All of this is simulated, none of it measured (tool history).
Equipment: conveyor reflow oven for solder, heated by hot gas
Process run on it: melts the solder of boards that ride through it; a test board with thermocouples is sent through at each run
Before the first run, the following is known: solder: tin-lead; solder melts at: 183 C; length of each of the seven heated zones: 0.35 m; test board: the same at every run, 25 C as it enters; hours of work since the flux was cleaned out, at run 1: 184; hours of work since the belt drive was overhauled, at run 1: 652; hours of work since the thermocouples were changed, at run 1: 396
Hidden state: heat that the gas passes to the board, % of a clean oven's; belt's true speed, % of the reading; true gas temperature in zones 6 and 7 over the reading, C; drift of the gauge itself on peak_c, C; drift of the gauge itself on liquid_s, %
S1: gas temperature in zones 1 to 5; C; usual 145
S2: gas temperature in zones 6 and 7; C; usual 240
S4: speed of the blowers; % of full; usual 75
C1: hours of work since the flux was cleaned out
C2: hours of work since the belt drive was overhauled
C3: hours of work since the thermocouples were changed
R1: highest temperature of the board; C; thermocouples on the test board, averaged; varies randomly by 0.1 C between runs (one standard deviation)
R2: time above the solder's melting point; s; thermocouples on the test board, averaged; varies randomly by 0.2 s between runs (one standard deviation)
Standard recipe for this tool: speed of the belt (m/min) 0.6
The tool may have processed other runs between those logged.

{"run": 1, "hour": 0.0, "S1": 145, "S2": 240, "speed of the belt (m/min)": 0.6, "S4": 75, "C1": 184, "C2": 652, "C3": 396, "R1": 226.3, "R2": 60.8}
{"run": 2, "hour": 28.6, "S1": 145, "S2": 240, "speed of the belt (m/min)": 0.6, "S4": 75, "C1": 198, "C2": 666, "C3": 410, "R1": 226.2, "R2": 60.8}
{"hour": 41.4, "done": "flux residue cleaned out of gas plates and filters"}
{"run": 3, "hour": 46.1, "S1": 145, "S2": 240, "speed of the belt (m/min)": 0.6, "S4": 75, "C1": 2, "C2": 672, "C3": 416, "R1": 226.2, "R2": 60.6}
{"run": 4, "hour": 58.5, "S1": 145, "S2": 240, "speed of the belt (m/min)": 0.6, "S4": 75, "C1": 8, "C2": 679, "C3": 422, "R1": 226.4, "R2": 61.1}
{"run": 5, "hour": 79.7, "S1": 145, "S2": 240, "speed of the belt (m/min)": 0.623, "S4": 75, "C1": 19, "C2": 689, "C3": 433, "R1": 225.3, "R2": 57.8}
{"run": 6, "hour": 95.2, "S1": 145, "S2": 240, "speed of the belt (m/min)": 0.623, "S4": 75, "C1": 26, "C2": 697, "C3": 440, "R1": 225.3, "R2": 58.1}
{"run": 7, "hour": 118.6, "S1": 145, "S2": 240, "speed of the belt (m/min)": 0.623, "S4": 75, "C1": 38, "C2": 708, "C3": 452, "R1": 225.3, "R2": 57.6}
{"run": 8, "hour": 136.2, "S1": 145, "S2": 240, "speed of the belt (m/min)": 0.623, "S4": 81, "C1": 47, "C2": 717, "C3": 460, "R1": 226.3, "R2": 58.2}
{"run": 9, "hour": 150.8, "S1": 145, "S2": 240, "speed of the belt (m/min)": 0.623, "S4": 81, "C1": 54, "C2": 724, "C3": 467, "R1": 226, "R2": 58.2}
{"run": 10, "hour": 175.6, "S1": 145, "S2": 240, "speed of the belt (m/min)": 0.623, "S4": 81, "C1": 66, "C2": 736, "C3": 480, "R1": 226.1, "R2": 58.3}
{"run": 11, "hour": 203.3, "S1": 145, "S2": 240, "speed of the belt (m/min)": 0.6, "S4": 75, "C1": 80, "C2": 750, "C3": 493, "R1": 226.4, "R2": 60.7}
{"run": 12, "hour": 218.1, "S1": 145, "S2": 240, "speed of the belt (m/min)": 0.6, "S4": 75, "C1": 87, "C2": 757, "C3": 501, "R1": 226.4, "R2": 61}
{"hour": 236.7, "done": "belt drive overhauled, speed set with a stopwatch"}
{"run": 13, "hour": 252.2, "S1": 131, "S2": 240, "speed of the belt (m/min)": 0.6, "S4": 75, "C1": 102, "C2": 8, "C3": 515, "R1": 224.2, "R2": 55.1}
{"run": 14, "hour": 266.1, "S1": 145, "S2": 240, "speed of the belt (m/min)": 0.706, "S4": 74, "C1": 109, "C2": 14, "C3": 522, "R1": 221.1, "R2": 48.5}

Predict the results of run 15:
{"run": 15, "hour": 287.3, "S1": 159, "S2": 240, "speed of the belt (m/min)": 0.502, "S4": 67, "C1": 119, "C2": 25, "C3": 533, "R1": "?", "R2": "?"}

R1: 231.4 C
R2: 81.1 s
Had the tool carried no hidden state, the very same run would have given R1 231.4 C, R2 81.1 s.

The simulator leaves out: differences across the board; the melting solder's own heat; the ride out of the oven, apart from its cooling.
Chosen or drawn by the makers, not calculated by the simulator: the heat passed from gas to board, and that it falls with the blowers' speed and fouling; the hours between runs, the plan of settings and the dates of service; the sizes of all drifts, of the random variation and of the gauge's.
